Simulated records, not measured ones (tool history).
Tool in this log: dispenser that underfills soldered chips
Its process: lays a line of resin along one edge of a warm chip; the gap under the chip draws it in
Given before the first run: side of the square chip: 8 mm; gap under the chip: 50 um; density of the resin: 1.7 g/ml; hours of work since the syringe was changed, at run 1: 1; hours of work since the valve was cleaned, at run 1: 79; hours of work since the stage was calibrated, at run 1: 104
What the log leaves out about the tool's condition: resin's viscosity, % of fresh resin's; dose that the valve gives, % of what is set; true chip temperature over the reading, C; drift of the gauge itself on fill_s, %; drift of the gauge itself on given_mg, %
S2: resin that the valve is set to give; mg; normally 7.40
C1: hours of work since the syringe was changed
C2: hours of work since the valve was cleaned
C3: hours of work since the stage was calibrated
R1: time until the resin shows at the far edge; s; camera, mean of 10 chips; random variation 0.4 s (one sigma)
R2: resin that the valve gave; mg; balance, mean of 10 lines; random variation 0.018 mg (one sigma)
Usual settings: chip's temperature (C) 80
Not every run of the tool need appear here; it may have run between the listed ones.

{"run": 1, "hour": 0.0, "chip's temperature (C)": 80, "S2": 7.4, "C1": 1, "C2": 79, "C3": 104, "R1": 27.7, "R2": 7.16}
{"run": 2, "hour": 5.2, "chip's temperature (C)": 80, "S2": 7.88, "C1": 4, "C2": 83, "C3": 108, "R1": 31.9, "R2": 7.63}
{"run": 3, "hour": 9.6, "chip's temperature (C)": 80, "S2": 7.4, "C1": 7, "C2": 86, "C3": 111, "R1": 36.9, "R2": 7.13}
{"run": 4, "hour": 12.9, "chip's temperature (C)": 80, "S2": 7.4, "C1": 10, "C2": 88, "C3": 113, "R1": 40.7, "R2": 7.12}
{"hour": 13.7, "done": "new syringe of resin"}
{"run": 5, "hour": 17.4, "chip's temperature (C)": 80, "S2": 7.4, "C1": 3, "C2": 91, "C3": 116, "R1": 30.0, "R2": 7.14}
{"run": 6, "hour": 21.9, "chip's temperature (C)": 80, "S2": 7.4, "C1": 6, "C2": 95, "C3": 120, "R1": 35.0, "R2": 7.11}
{"run": 7, "hour": 26.1, "chip's temperature (C)": 80, "S2": 7.4, "C1": 9, "C2": 98, "C3": 123, "R1": 40.3, "R2": 7.1}
{"hour": 28.0, "done": "new syringe of resin"}
{"run": 8, "hour": 29.6, "chip's temperature (C)": 80, "S2": 7.08, "C1": 1, "C2": 100, "C3": 125, "R1": 28.4, "R2": 6.83}
{"run": 9, "hour": 32.1, "chip's temperature (C)": 79, "S2": 7.4, "C1": 3, "C2": 102, "C3": 127, "R1": 31.4, "R2": 7.11}
{"run": 10, "hour": 36.2, "chip's temperature (C)": 79, "S2": 7.4, "C1": 6, "C2": 105, "C3": 130, "R1": 36.1, "R2": 7.08}
{"run": 11, "hour": 40.1, "chip's temperature (C)": 79, "S2": 7.4, "C1": 9, "C2": 107, "C3": 132, "R1": 40.7, "R2": 7.06}
{"hour": 42.4, "done": "new syringe of resin"}
{"run": 12, "hour": 42.7, "chip's temperature (C)": 79, "S2": 7.4, "C1": 0, "C2": 109, "C3": 134, "R1": 28.2, "R2": 7.03}
{"run": 13, "hour": 45.2, "chip's temperature (C)": 79, "S2": 7.4, "C1": 2, "C2": 111, "C3": 136, "R1": 31.0, "R2": 7.08}
{"run": 14, "hour": 48.6, "chip's temperature (C)": 79, "S2": 7.4, "C1": 5, "C2": 113, "C3": 138, "R1": 34.0, "R2": 7.03}
{"run": 15, "hour": 52.6, "chip's temperature (C)": 79, "S2": 7.4, "C1": 7, "C2": 116, "C3": 141, "R1": 37.9, "R2": 7.03}
{"hour": 56.4, "done": "new syringe of resin"}
{"run": 16, "hour": 58.0, "chip's temperature (C)": 80, "S2": 7.4, "C1": 1, "C2": 120, "C3": 145, "R1": 28.2, "R2": 7.02}
{"run": 17, "hour": 63.4, "chip's temperature (C)": 80, "S2": 7.4, "C1": 5, "C2": 124, "C3": 149, "R1": 33.6, "R2": 7.0}
{"run": 18, "hour": 66.5, "chip's temperature (C)": 80, "S2": 8.22, "C1": 7, "C2": 126, "C3": 151, "R1": 36.2, "R2": 7.77}
{"run": 19, "hour": 69.8, "chip's temperature (C)": 80, "S2": 8.22, "C1": 10, "C2": 128, "C3": 153, "R1": 41.2, "R2": 7.78}
{"hour": 70.5, "done": "new syringe of resin"}
{"run": 20, "hour": 72.5, "chip's temperature (C)": 70, "S2": 7.64, "C1": 1, "C2": 130, "C3": 155, "R1": 40.1, "R2": 7.2}
{"run": 21, "hour": 77.2, "chip's temperature (C)": 70, "S2": 7.64, "C1": 5, "C2": 133, "C3": 158, "R1": 48.0, "R2": 7.26}
{"hour": 80.2, "done": "dispensing valve cleaned and set on the balance"}
{"run": 22, "hour": 83.2, "chip's temperature (C)": 94, "S2": 7.4, "C1": 8, "C2": 2, "C3": 162, "R1": 25.8, "R2": 7.37}
{"hour": 85.6, "done": "new syringe of resin"}
{"run": 23, "hour": 85.9, "chip's temperature (C)": 67, "S2": 6.96, "C1": 0, "C2": 4, "C3": 164, "R1": 43.2, "R2": 6.93}
{"run": 24, "hour": 88.6, "chip's temperature (C)": 94, "S2": 7.4, "C1": 2, "C2": 6, "C3": 166, "R1": 19.6, "R2": 7.38}
{"run": 25, "hour": 91.3, "chip's temperature (C)": 75, "S2": 9.07, "C1": 4, "C2": 8, "C3": 168, "R1": 36.6, "R2": 9.05}
{"run": 26, "hour": 96.1, "chip's temperature (C)": 78, "S2": 7.94, "C1": 8, "C2": 11, "C3": 171, "R1": 40.4, "R2": 7.92}
{"run": 27, "hour": 98.6, "chip's temperature (C)": 78, "S2": 7.86, "C1": 9, "C2": 13, "C3": 173, "R1": 44.1, "R2": 7.85}
{"hour": 99.7, "done": "new syringe of resin"}
{"run": 28, "hour": 103.1, "chip's temperature (C)": 93, "S2": 8.84, "C1": 2, "C2": 16, "C3": 176, "R1": 19.1, "R2": 8.77}
{"run": 29, "hour": 105.8, "chip's temperature (C)": 80, "S2": 6.39, "C1": 4, "C2": 18, "C3": 178, "R1": 33.3, "R2": 6.34}
{"run": 30, "hour": 110.1, "chip's temperature (C)": 80, "S2": 6.39, "C1": 7, "C2": 21, "C3": 181, "R1": 39.3, "R2": 6.36}
{"hour": 113.8, "done": "new syringe of resin"}
{"run": 31, "hour": 114.0, "chip's temperature (C)": 80, "S2": 6.39, "C1": 0, "C2": 24, "C3": 184, "R1": 28.5, "R2": 6.36}
{"run": 32, "hour": 117.2, "chip's temperature (C)": 81, "S2": 8.97, "C1": 2, "C2": 26, "C3": 186, "R1": 29.3, "R2": 8.85}
{"run": 33, "hour": 119.8, "chip's temperature (C)": 81, "S2": 6.37, "C1": 4, "C2": 28, "C3": 188, "R1": 33.7, "R2": 6.31}
{"run": 34, "hour": 123.5, "chip's temperature (C)": 68, "S2": 6.66, "C1": 7, "C2": 30, "C3": 190, "R1": 56.9, "R2": 6.59}
{"run": 35, "hour": 127.4, "chip's temperature (C)": 68, "S2": 6.66, "C1": 10, "C2": 33, "C3": 193, "R1": 64.9, "R2": 6.6}
{"hour": 128.1, "done": "new syringe of resin"}
{"run": 36, "hour": 132.9, "chip's temperature (C)": 84, "S2": 9.05, "C1": 3, "C2": 37, "C3": 197, "R1": 27.4, "R2": 8.91}

Branching from run 36: 5 alternative next runs. What would each branch give?
{"run": "A", "hour": 138.0, "chip's temperature (C)": 68, "S2": 6.83, "C1": 7, "C2": 41, "C3": 201, "R1": "?", "R2": "?"}
{"run": "B", "hour": 138.0, "chip's temperature (C)": 65, "S2": 7.73, "C1": 7, "C2": 41, "C3": 201, "R1": "?", "R2": "?"}
{"run": "C", "hour": 138.0, "chip's temperature (C)": 71, "S2": 6.89, "C1": 7, "C2": 41, "C3": 201, "R1": "?", "R2": "?"}
{"run": "D", "hour": 138.0, "chip's temperature (C)": 91, "S2": 7.02, "C1": 7, "C2": 41, "C3": 201, "R1": "?", "R2": "?"}
{"run": "E", "hour": 138.0, "chip's temperature (C)": 84, "S2": 9.34, "C1": 7, "C2": 41, "C3": 201, "R1": "?", "R2": "?"}

run=A R1=56.9 R2=6.72
run=B R1=61.5 R2=7.60
run=C R1=51.2 R2=6.74
run=D R1=26.3 R2=6.88
run=E R1=31.5 R2=9.22
With the hidden condition removed and each run's random variation left untouched, the same runs would have given:
run=A R1=40.5 R2=6.84
run=B R1=43.8 R2=7.72
run=C R1=36.5 R2=6.85
run=D R1=18.7 R2=6.99
run=E R1=22.4 R2=9.37
